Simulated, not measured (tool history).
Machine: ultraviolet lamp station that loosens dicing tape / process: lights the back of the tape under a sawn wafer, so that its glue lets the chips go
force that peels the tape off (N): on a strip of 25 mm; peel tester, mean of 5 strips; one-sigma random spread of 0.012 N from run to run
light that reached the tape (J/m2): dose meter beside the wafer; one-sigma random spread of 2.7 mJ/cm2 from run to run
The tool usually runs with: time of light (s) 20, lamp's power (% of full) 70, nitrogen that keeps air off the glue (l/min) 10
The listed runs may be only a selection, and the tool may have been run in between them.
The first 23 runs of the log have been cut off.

run   hour  time of light (s)  lamp's power (% of full)  nitrogen that keeps air off the glue (l/min)  hours of work of the lamp  hours of work since the window was cleaned  force that peels the tape off (N)  light that reached the tape (J/m2)
 24    549                 24                        62                                            11                        879                                          73                              0.691                                3270
 25  572.8                 25                        63                                            11                        896                                          90                              0.658                                3470
 26  597.3                 16                        69                                            16                        914                                         108                              1.075                                2420
 27  617.8                 16                        69                                            16                        929                                         122                              1.078                                2410
 28  646.5                 29                        82                                            10                        949                                         143                              0.267                                5030
 29  668.9                 13                        92                                            19                        966                                         159                              0.914                                2580
 30    694                 20                        70                                             5                        984                                         177                              1.327                                2960
 31  714.1                 20                        70                                             5                        998                                         192                              1.376                                2930
 32  740.4                 20                        70                                             5                       1017                                         211                              1.371                                2880
 33  770.7                 13                        69                                             3                       1039                                         233                              2.796                                1820
 34  800.8                 18                        71                                            12                       1061                                         255                               1.09                                2650
 35    830                 18                        71                                            13                       1082                                         276                              1.098                                2580
 36  853.4                 35                        79                                            13                       1099                                         293                              0.195                                5510
 37  869.6                 31                        70                                            14                       1111                                         304                              0.345                                4250
     888.2  -- window cleaned of glue's vapour
 38    901                 31                        95                                            12                       1133                                           9                              0.137                                6230
 39  933.4                 16                        70                                             4                       1156                                          33                              1.944                                2360
 40  953.1                 18                        81                                            11                       1171                                          47                              0.815                                3020

For run 41, what comes out?
 41  969.8                 18                        79                                             5                       1183                                          59                                  ?                                   ?

{"run 41": {"force that peels the tape off (N)": 1.321, "light that reached the tape (J/m2)": 2960}}
If the tool had no hidden condition, the same run with the same run-to-run variation would have returned force that peels the tape off (N) 0.857, light that reached the tape (J/m2) 3800.
